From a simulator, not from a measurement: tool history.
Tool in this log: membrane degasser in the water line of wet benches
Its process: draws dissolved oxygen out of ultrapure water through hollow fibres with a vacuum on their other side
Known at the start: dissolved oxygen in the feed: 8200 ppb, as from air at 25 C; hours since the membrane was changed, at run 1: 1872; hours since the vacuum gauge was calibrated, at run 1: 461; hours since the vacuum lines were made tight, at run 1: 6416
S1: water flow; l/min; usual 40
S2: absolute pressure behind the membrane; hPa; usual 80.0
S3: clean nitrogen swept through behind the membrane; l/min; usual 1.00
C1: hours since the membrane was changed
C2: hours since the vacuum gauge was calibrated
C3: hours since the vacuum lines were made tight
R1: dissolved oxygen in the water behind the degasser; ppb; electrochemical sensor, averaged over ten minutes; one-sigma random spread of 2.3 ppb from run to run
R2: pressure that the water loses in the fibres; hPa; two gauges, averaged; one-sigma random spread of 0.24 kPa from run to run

run	day	S1	S2	S3	C1	C2	C3	R1	R2
1	0.000	40	80.0	1.00	1872	461	6416	415.3	637.5
2	9.779	40	80.0	1.00	2106	696	6650	414.6	634.9
3	14.246	40	80.0	0.50	2214	803	6758	652.0	634.7
4	24.667	40	80.0	0.50	2464	1053	7008	652.3	634.0
5	35.446	40	80.0	0.50	2722	1311	7266	654.3	639.6
6	41.312	40	80.0	0.50	2863	1452	7407	654.6	634.9
7	50.267	40	80.0	1.00	3078	1667	7622	419.3	640.1
8	61.188	40	80.0	1.00	3340	1929	7884	418.8	642.8
9	68.517	40	80.0	1.00	3516	2105	8060	425.6	641.7
10	77.567	40	79.9	1.00	3733	2322	8277	423.0	647.2
11	84.908	40	79.9	1.00	3910	2499	8454	425.3	644.6
# day 89.442: seals of the vacuum lines changed
12	95.712	40	129.3	1.00	4167	2756	151	775.6	643.8
13	101.579	40	147.5	1.00	4308	2897	291	896.2	645.0
14	109.029	40	80.0	1.00	4486	3076	470	429.4	647.6
15	113.862	40	80.0	1.00	4602	3192	586	431.0	645.1
16	118.867	35	154.7	0.47	4723	3312	706	1414.3	566.2
17	124.750	35	154.7	0.47	4864	3453	847	1419.7	566.5
18	132.579	35	58.3	1.59	5052	3641	1035	166.6	569.4
19	142.342	35	58.3	1.59	5286	3875	1270	168.3	568.4
20	149.267	35	58.3	1.59	5452	4041	1436	169.6	570.9
21	158.038	35	58.3	1.59	5663	4252	1646	170.9	570.3
22	165.054	35	106.7	1.59	5831	4420	1815	391.5	571.0
23	170.408	35	106.7	1.59	5959	4549	1943	394.3	571.3
24	177.404	35	106.7	1.59	6127	4717	2111	393.9	571.0
25	188.171	35	80.0	0.90	6386	4975	2370	417.8	575.6

The next listed run, before its measurement:
26	194.604	43	173.4	2.41	6540	5129	2524	?	?

{"run 26": {"R1": 608.6, "R2": 708.9}}
Without the tool's hidden state the same run would have given R1 580.9 ppb, R2 671.8 hPa.
